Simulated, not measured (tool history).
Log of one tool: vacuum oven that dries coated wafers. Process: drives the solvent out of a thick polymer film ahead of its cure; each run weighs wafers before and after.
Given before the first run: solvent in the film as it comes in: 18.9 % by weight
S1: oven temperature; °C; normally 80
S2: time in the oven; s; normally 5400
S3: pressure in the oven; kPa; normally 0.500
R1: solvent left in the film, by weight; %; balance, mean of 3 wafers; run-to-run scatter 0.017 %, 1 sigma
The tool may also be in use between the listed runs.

{"run": 1, "hour": 0.0, "S1": 80, "S2": 5400, "S3": 0.5, "R1": 1.09}
{"run": 2, "hour": 13.1, "S1": 73, "S2": 5400, "S3": 0.5, "R1": 2.33}
{"run": 3, "hour": 20.6, "S1": 80, "S2": 5400, "S3": 0.767, "R1": 1.24}
{"run": 4, "hour": 32.3, "S1": 80, "S2": 5400, "S3": 1.727, "R1": 1.61}
{"run": 5, "hour": 45.8, "S1": 80, "S2": 5400, "S3": 1.727, "R1": 1.63}
{"run": 6, "hour": 53.6, "S1": 80, "S2": 5400, "S3": 1.727, "R1": 1.64}
{"run": 7, "hour": 62.2, "S1": 80, "S2": 5400, "S3": 1.727, "R1": 1.61}
{"run": 8, "hour": 70.2, "S1": 80, "S2": 5400, "S3": 1.727, "R1": 1.67}
{"run": 9, "hour": 77.4, "S1": 80, "S2": 5400, "S3": 1.727, "R1": 1.65}
{"run": 10, "hour": 87.7, "S1": 80, "S2": 5400, "S3": 0.5, "R1": 1.08}
{"run": 11, "hour": 100.7, "S1": 80, "S2": 4380, "S3": 0.5, "R1": 1.76}
{"run": 12, "hour": 113.6, "S1": 66, "S2": 5400, "S3": 0.5, "R1": 4.11}
{"run": 13, "hour": 129.0, "S1": 66, "S2": 5400, "S3": 0.5, "R1": 4.14}
{"run": 14, "hour": 142.5, "S1": 80, "S2": 5400, "S3": 0.5, "R1": 1.1}
{"run": 15, "hour": 150.0, "S1": 80, "S2": 7800, "S3": 0.5, "R1": 0.49}
{"run": 16, "hour": 162.1, "S1": 80, "S2": 5400, "S3": 0.624, "R1": 1.18}
{"run": 17, "hour": 174.7, "S1": 80, "S2": 4560, "S3": 0.624, "R1": 1.66}
{"run": 18, "hour": 183.2, "S1": 80, "S2": 5400, "S3": 1.872, "R1": 1.67}
{"run": 19, "hour": 196.5, "S1": 80, "S2": 6300, "S3": 1.872, "R1": 1.35}
{"run": 20, "hour": 210.2, "S1": 80, "S2": 6300, "S3": 1.872, "R1": 1.36}
{"run": 21, "hour": 219.4, "S1": 80, "S2": 6300, "S3": 1.872, "R1": 1.34}
{"run": 22, "hour": 233.3, "S1": 80, "S2": 6300, "S3": 1.872, "R1": 1.38}
{"run": 23, "hour": 241.6, "S1": 80, "S2": 6300, "S3": 0.303, "R1": 0.7}
{"run": 24, "hour": 251.0, "S1": 80, "S2": 6300, "S3": 0.303, "R1": 0.7}
{"run": 25, "hour": 263.9, "S1": 80, "S2": 6300, "S3": 0.303, "R1": 0.71}
{"run": 26, "hour": 275.5, "S1": 91, "S2": 4560, "S3": 0.303, "R1": 0.35}
{"run": 27, "hour": 286.8, "S1": 91, "S2": 4560, "S3": 0.303, "R1": 0.34}
{"run": 28, "hour": 300.7, "S1": 69, "S2": 4320, "S3": 0.464, "R1": 4.41}
{"run": 29, "hour": 310.8, "S1": 80, "S2": 8760, "S3": 1.84, "R1": 0.97}
{"run": 30, "hour": 322.7, "S1": 71, "S2": 5940, "S3": 1.535, "R1": 2.95}
{"run": 31, "hour": 337.2, "S1": 80, "S2": 4140, "S3": 1.99, "R1": 2.54}
{"run": 32, "hour": 346.3, "S1": 90, "S2": 4200, "S3": 0.5, "R1": 0.62}
{"run": 33, "hour": 353.2, "S1": 90, "S2": 5460, "S3": 1.266, "R1": 0.55}
{"run": 34, "hour": 362.4, "S1": 90, "S2": 5460, "S3": 0.284, "R1": 0.24}
{"run": 35, "hour": 372.5, "S1": 72, "S2": 3000, "S3": 1.968, "R1": 6.21}
{"run": 36, "hour": 386.3, "S1": 91, "S2": 3900, "S3": 0.88, "R1": 0.77}
{"run": 37, "hour": 400.8, "S1": 80, "S2": 5400, "S3": 1.602, "R1": 1.56}
{"run": 38, "hour": 409.1, "S1": 78, "S2": 5880, "S3": 0.5, "R1": 1.19}
{"run": 39, "hour": 423.5, "S1": 78, "S2": 5880, "S3": 0.5, "R1": 1.18}
{"run": 40, "hour": 431.3, "S1": 78, "S2": 5880, "S3": 0.5, "R1": 1.17}
{"run": 41, "hour": 440.7, "S1": 88, "S2": 6660, "S3": 0.443, "R1": 0.24}
{"run": 42, "hour": 450.1, "S1": 93, "S2": 5340, "S3": 0.5, "R1": 0.2}
{"run": 43, "hour": 462.6, "S1": 93, "S2": 3180, "S3": 0.329, "R1": 0.8}
{"run": 44, "hour": 473.8, "S1": 93, "S2": 3180, "S3": 0.329, "R1": 0.79}
{"run": 45, "hour": 482.0, "S1": 68, "S2": 3780, "S3": 0.349, "R1": 5.38}
{"run": 46, "hour": 496.1, "S1": 80, "S2": 5400, "S3": 0.36, "R1": 1.02}

Taken out of this log: 1 entry between the listed runs. Where each belongs, and how the hidden state differs across it:
Logged between run 4 and run 5: oven's thermocouples calibrated (hour 36.0)
  true wafer temperature over the reading, C: -0.03 -> 0.01

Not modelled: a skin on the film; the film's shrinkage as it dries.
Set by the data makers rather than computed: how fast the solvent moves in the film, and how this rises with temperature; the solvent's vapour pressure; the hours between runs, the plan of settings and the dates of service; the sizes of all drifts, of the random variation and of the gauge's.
